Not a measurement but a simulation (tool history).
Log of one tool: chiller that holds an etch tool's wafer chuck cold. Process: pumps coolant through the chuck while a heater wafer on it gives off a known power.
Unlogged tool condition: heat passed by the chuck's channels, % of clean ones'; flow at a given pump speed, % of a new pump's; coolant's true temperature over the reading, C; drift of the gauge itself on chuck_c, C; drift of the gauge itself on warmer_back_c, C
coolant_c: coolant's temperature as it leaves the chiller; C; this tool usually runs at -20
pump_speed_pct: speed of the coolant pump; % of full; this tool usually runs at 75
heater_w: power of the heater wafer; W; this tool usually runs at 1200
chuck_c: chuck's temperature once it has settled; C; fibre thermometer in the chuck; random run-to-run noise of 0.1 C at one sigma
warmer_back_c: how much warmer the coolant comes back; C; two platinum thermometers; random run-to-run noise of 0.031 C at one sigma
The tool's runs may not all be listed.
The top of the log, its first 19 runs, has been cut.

| run | hour | coolant_c | pump_speed_pct | heater_w | hours since the coolant was changed and the channels were flushed | hours since the pump was overhauled | hours since the chiller's thermometer was calibrated | chuck_c | warmer_back_c |
|---|---|---|---|---|---|---|---|---|---|
| 20 | 3220.6 | -11 | 70 | 1514 | 2488 | 7130 | 3148 | 1.5 | 3.74 |
|  | 3348.8 | chiller's thermometer calibrated |
| 21 | 3425.4 | -29 | 70 | 1514 | 2691 | 7333 | 77 | -16.6 | 3.65 |
| 22 | 3566.6 | -29 | 70 | 1514 | 2833 | 7475 | 218 | -16.6 | 3.7 |
| 23 | 3680.6 | -29 | 70 | 1295 | 2947 | 7589 | 332 | -18.4 | 3.13 |
| 24 | 3896.3 | -27 | 75 | 1200 | 3162 | 7804 | 548 | -17.7 | 2.66 |
| 25 | 3995.5 | -30 | 69 | 1248 | 3261 | 7903 | 647 | -19.6 | 3.06 |
| 26 | 4200.3 | -30 | 69 | 1248 | 3466 | 8108 | 852 | -19.7 | 3 |
| 27 | 4423.8 | -20 | 99 | 1029 | 3690 | 8332 | 1075 | -13.8 | 1.51 |
| 28 | 4573.3 | -27 | 62 | 940 | 3839 | 8481 | 1225 | -18.5 | 2.48 |
| 29 | 4692.4 | -22 | 79 | 872 | 3958 | 8600 | 1344 | -15.5 | 1.67 |
| 30 | 4871.9 | -20 | 75 | 679 | 4138 | 8780 | 1523 | -14.7 | 1.34 |
| 31 | 5075.5 | -20 | 75 | 1204 | 4341 | 8983 | 1727 | -10.7 | 2.46 |

Below are 3 alternative next runs, each starting from the tool's condition after run 31. Predict each:
| A | 5237.3 | -20 | 75 | 1111 | 4503 | 9145 | 1889 | ? | ? |
| B | 5237.3 | -20 | 69 | 1200 | 4503 | 9145 | 1889 | ? | ? |
| C | 5237.3 | -28 | 85 | 1200 | 4503 | 9145 | 1889 | ? | ? |

| run | chuck_c | warmer_back_c |
|---|---|---|
| A | -11.3 | 2.26 |
| B | -10 | 2.68 |
| C | -19.7 | 2.15 |
Take away the tool's hidden state, keep each run's random variation, and the runs would have read:
| run | chuck_c | warmer_back_c |
|---|---|---|
| A | -11.4 | 2.52 |
| B | -10.1 | 2.94 |
| C | -19.7 | 2.4 |
